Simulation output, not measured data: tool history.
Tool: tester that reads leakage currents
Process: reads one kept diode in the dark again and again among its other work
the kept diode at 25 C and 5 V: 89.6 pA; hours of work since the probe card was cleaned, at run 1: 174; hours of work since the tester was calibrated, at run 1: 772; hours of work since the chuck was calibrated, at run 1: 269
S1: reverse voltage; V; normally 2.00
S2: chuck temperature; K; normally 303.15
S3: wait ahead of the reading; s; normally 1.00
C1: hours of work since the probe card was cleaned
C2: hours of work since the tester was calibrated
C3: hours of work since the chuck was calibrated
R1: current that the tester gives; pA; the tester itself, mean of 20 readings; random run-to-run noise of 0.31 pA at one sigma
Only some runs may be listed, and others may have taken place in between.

Run 1, hour 0.0: usual settings; C1 174; C2 772; C3 269. Result: R1 101.13 pA.
Run 2, hour 78.4: usual settings; C1 218; C2 816; C3 313. Result: R1 100.78 pA.
Run 3, hour 168.6: usual settings; C1 269; C2 867; C3 364. Result: R1 100.53 pA.
Run 4, hour 246.6: usual settings; C1 313; C2 911; C3 408. Result: R1 100.54 pA.
Run 5, hour 369.9: usual settings; C1 383; C2 981; C3 478. Result: R1 99.59 pA.
Run 6, hour 459.6: usual settings; C1 434; C2 1031; C3 528. Result: R1 99.94 pA.
At hour 468.1: probe card cleaned and baked.
Run 7, hour 589.0: usual settings; C1 68; C2 1103; C3 600. Result: R1 99.76 pA.
Run 8, hour 707.7: usual settings; C1 135; C2 1170; C3 667. Result: R1 99.23 pA.
Run 9, hour 796.2: usual settings but S1 16.66 V, S2 309.15 K, S3 3.51 s; C1 185; C2 1220; C3 717. Result: R1 378.43 pA.
Run 10, hour 873.0: usual settings but S1 1.03 V, S3 0.85 s; C1 229; C2 1263; C3 760. Result: R1 76.26 pA.
At hour 927.8: probe card cleaned and baked, once more.
Run 11, hour 982.6: usual settings but S1 1.13 V, S3 5.72 s; C1 31; C2 1323; C3 820. Result: R1 77.41 pA.
Run 12, hour 1092.4: usual settings but S1 6.90 V, S2 320.15 K, S3 0.80 s; C1 93; C2 1385; C3 882. Result: R1 656.50 pA.

Expected results for the next run?
Run 13, hour 1219.2: usual settings but S1 6.90 V, S2 320.15 K, S3 0.80 s; C1 164; C2 1457; C3 954. Result: R1 ?.

Logged for run 13: R1 651.48 pA.
Had the tool carried no hidden state, the very same run would have given R1 694.43 pA.

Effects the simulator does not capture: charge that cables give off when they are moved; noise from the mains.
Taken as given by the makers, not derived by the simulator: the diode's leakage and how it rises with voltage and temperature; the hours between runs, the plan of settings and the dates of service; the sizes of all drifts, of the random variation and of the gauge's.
